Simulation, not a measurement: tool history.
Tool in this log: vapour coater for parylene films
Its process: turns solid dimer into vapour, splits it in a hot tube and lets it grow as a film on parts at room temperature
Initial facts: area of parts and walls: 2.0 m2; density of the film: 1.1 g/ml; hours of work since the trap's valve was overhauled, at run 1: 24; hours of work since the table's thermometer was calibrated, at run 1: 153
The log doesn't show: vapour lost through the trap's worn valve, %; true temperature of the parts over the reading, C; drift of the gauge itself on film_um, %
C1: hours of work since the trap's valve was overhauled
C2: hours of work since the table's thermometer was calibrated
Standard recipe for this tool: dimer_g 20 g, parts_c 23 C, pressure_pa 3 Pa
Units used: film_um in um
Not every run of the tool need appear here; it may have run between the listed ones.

Run 1, day 0: usual settings; C1 24; C2 153. Result: film_um 5.35 um.
Run 2, day 0.658: usual settings but dimer_g 16 g; C1 37; C2 166. Result: film_um 4.25 um.
Run 3, day 1.642: usual settings but parts_c 32 C; C1 56; C2 185. Result: film_um 4.5 um.
Run 4, day 3.058: usual settings but parts_c 32 C; C1 85; C2 214. Result: film_um 4.5 um.
Run 5, day 4.446: usual settings but parts_c 32 C; C1 112; C2 241. Result: film_um 4.52 um.
Run 6, day 5.717: usual settings; C1 137; C2 267. Result: film_um 5.09 um.
Run 7, day 7.129: usual settings; C1 166; C2 295. Result: film_um 5.09 um.
Run 8, day 8.325: usual settings; C1 189; C2 319. Result: film_um 4.99 um.
Run 9, day 9.3: usual settings; C1 209; C2 338. Result: film_um 5.02 um.
Run 10, day 10.512: usual settings; C1 233; C2 362. Result: film_um 4.96 um.
Run 11, day 11.238: usual settings; C1 247; C2 376. Result: film_um 4.89 um.
Run 12, day 12.612: usual settings; C1 275; C2 404. Result: film_um 4.95 um.
Run 13, day 13.221: usual settings but parts_c 33 C, pressure_pa 2.11 Pa; C1 287; C2 416. Result: film_um 4.26 um.
Run 14, day 14.204: usual settings but parts_c 33 C, pressure_pa 2.11 Pa; C1 306; C2 435. Result: film_um 4.26 um.
Run 15, day 15.367: usual settings but dimer_g 11 g, parts_c 33 C, pressure_pa 2.11 Pa; C1 329; C2 459. Result: film_um 2.33 um.
At day 15.712: trap's valve overhauled.
Run 16, day 16.946: usual settings but dimer_g 11 g; C1 25; C2 487. Result: film_um 2.93 um.
Run 17, day 17.917: usual settings but dimer_g 11 g; C1 44; C2 506. Result: film_um 2.88 um.
Run 18, day 19.142: usual settings but dimer_g 18 g, parts_c 16 C, pressure_pa 8.38 Pa; C1 68; C2 530. Result: film_um 4.91 um.
Run 19, day 19.796: usual settings but dimer_g 16 g, parts_c 27 C; C1 81; C2 543. Result: film_um 3.95 um.
Run 20, day 21.25: usual settings but dimer_g 32 g, parts_c 16 C; C1 110; C2 572. Result: film_um 9.59 um.
Run 21, day 22.417: usual settings but pressure_pa 4.58 Pa; C1 133; C2 596. Result: film_um 4.96 um.

Consider 3 possible next runs. They are alternatives, not a sequence: every one starts from the tool as it was left by run 21. What does each give?
Run A, day 23.812: usual settings but dimer_g 15 g, pressure_pa 2.46 Pa; C1 161; C2 623. Result: film_um ?.
Run B, day 23.812: usual settings but dimer_g 10 g, parts_c 31 C, pressure_pa 4.58 Pa; C1 161; C2 623. Result: film_um ?.
Run C, day 23.812: usual settings but dimer_g 13 g, parts_c 22 C, pressure_pa 4.58 Pa; C1 161; C2 623. Result: film_um ?.

run  film_um
  A     3.91
  B     2.19
  C     3.31
Stripped of hidden state, with their random variation kept, the same runs would have yielded:
run  film_um
  A     4.12
  B      2.3
  C     3.49
